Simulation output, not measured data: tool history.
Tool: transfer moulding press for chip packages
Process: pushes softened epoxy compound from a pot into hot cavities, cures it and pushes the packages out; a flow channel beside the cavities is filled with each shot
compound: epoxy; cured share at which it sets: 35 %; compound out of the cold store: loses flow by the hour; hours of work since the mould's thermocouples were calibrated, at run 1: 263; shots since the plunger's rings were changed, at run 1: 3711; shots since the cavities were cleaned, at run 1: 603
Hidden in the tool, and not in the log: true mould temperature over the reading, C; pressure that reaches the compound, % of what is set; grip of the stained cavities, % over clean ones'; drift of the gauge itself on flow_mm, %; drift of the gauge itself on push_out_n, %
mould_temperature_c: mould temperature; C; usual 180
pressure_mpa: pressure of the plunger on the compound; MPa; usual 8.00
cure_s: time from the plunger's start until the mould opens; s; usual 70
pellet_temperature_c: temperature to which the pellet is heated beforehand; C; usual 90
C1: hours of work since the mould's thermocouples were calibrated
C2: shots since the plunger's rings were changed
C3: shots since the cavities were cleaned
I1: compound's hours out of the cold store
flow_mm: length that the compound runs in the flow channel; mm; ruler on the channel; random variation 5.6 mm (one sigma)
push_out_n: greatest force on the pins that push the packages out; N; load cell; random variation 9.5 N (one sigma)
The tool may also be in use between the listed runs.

Run 1, day 0.000: usual settings; C1 263; C2 3711; C3 603; I1 24.9. Result: flow_mm 601 mm, push_out_n 726 N.
Run 2, day 0.800: usual settings; C1 271; C2 3913; C3 805; I1 38.3. Result: flow_mm 554 mm, push_out_n 772 N.
Run 3, day 1.517: usual settings; C1 278; C2 4093; C3 985; I1 17.4. Result: flow_mm 613 mm, push_out_n 900 N.
At day 2.054: cavities cleaned with cleaning compound and waxed.
Run 4, day 2.321: usual settings; C1 285; C2 4280; C3 68; I1 42.2. Result: flow_mm 535 mm, push_out_n 489 N.
Run 5, day 3.012: usual settings; C1 292; C2 4455; C3 243; I1 18.5. Result: flow_mm 599 mm, push_out_n 625 N.
Run 6, day 3.425: usual settings; C1 296; C2 4559; C3 347; I1 31.1. Result: flow_mm 568 mm, push_out_n 639 N.
Run 7, day 4.162: usual settings but mould_temperature_c 186 C; C1 303; C2 4745; C3 533; I1 22.3. Result: flow_mm 589 mm, push_out_n 580 N.
Run 8, day 4.925: usual settings; C1 311; C2 4937; C3 725; I1 38.5. Result: flow_mm 549 mm, push_out_n 763 N.
Run 9, day 5.721: usual settings; C1 319; C2 5137; C3 925; I1 27.0. Result: flow_mm 575 mm, push_out_n 850 N.
Run 10, day 6.371: usual settings but cure_s 97 s; C1 325; C2 5301; C3 1089; I1 9.8. Result: flow_mm 625 mm, push_out_n 612 N.
At day 6.508: cavities cleaned with cleaning compound and waxed.
Run 11, day 7.012: usual settings but cure_s 97 s; C1 331; C2 5447; C3 127; I1 42.5. Result: flow_mm 524 mm, push_out_n 390 N.
Run 12, day 7.792: usual settings but cure_s 97 s; C1 339; C2 5643; C3 323; I1 29.8. Result: flow_mm 556 mm, push_out_n 451 N.
Run 13, day 8.258: usual settings but mould_temperature_c 175 C, pressure_mpa 6.45 MPa, pellet_temperature_c 98 C; C1 343; C2 5762; C3 442; I1 45.4. Result: flow_mm 470 mm, push_out_n 847 N.
Run 14, day 9.004: usual settings but mould_temperature_c 175 C, pressure_mpa 6.45 MPa, pellet_temperature_c 98 C; C1 351; C2 5950; C3 630; I1 25.7. Result: flow_mm 523 mm, push_out_n 1013 N.
Run 15, day 9.562: usual settings but mould_temperature_c 187 C, cure_s 72 s, pellet_temperature_c 80 C; C1 356; C2 6090; C3 770; I1 28.1. Result: flow_mm 556 mm, push_out_n 611 N.
Run 16, day 10.396: usual settings but mould_temperature_c 187 C, cure_s 72 s, pellet_temperature_c 80 C; C1 364; C2 6300; C3 980; I1 30.1. Result: flow_mm 542 mm, push_out_n 652 N.
At day 10.975: cavities cleaned with cleaning compound and waxed.
At day 11.258: plunger's sealing rings changed.
Run 17, day 11.433: usual settings but mould_temperature_c 175 C, pressure_mpa 8.10 MPa, cure_s 58 s; C1 373; C2 45; C3 90; I1 38.6. Result: flow_mm 613 mm, push_out_n 1001 N.
Run 18, day 12.312: usual settings but cure_s 94 s; C1 382; C2 266; C3 311; I1 47.6. Result: flow_mm 563 mm, push_out_n 444 N.
Run 19, day 12.762: usual settings but cure_s 94 s, pellet_temperature_c 82 C; C1 386; C2 379; C3 424; I1 37.3. Result: flow_mm 593 mm, push_out_n 478 N.
At day 13.471: mould's thermocouples calibrated.
Run 20, day 13.525: usual settings but pressure_mpa 9.46 MPa, pellet_temperature_c 96 C; C1 1; C2 551; C3 596; I1 43.5. Result: flow_mm 620 mm, push_out_n 697 N.
Run 21, day 14.362: usual settings but mould_temperature_c 186 C; C1 9; C2 762; C3 807; I1 29.9. Result: flow_mm 602 mm, push_out_n 632 N.
Run 22, day 14.883: usual settings but mould_temperature_c 173 C, pellet_temperature_c 93 C; C1 14; C2 893; C3 938; I1 20.7. Result: flow_mm 651 mm, push_out_n 1251 N.

The same runs without the tool's hidden state, with the same run-to-run variation:
run  flow_mm  push_out_n
  1      642         442
  2      595         436
  3      660         480
  4      578         434
  5      649         465
  6      617         437
  7      642         357
  8      600         434
  9      633         453
 10      689         314
 11      580         324
 12      618         315
 13      523         541
 14      584         589
 15      623         342
 16      609         344
 17      613         864
 18      565         318
 19      597         314
 20      627         433
 21      610         359
 22      662         690

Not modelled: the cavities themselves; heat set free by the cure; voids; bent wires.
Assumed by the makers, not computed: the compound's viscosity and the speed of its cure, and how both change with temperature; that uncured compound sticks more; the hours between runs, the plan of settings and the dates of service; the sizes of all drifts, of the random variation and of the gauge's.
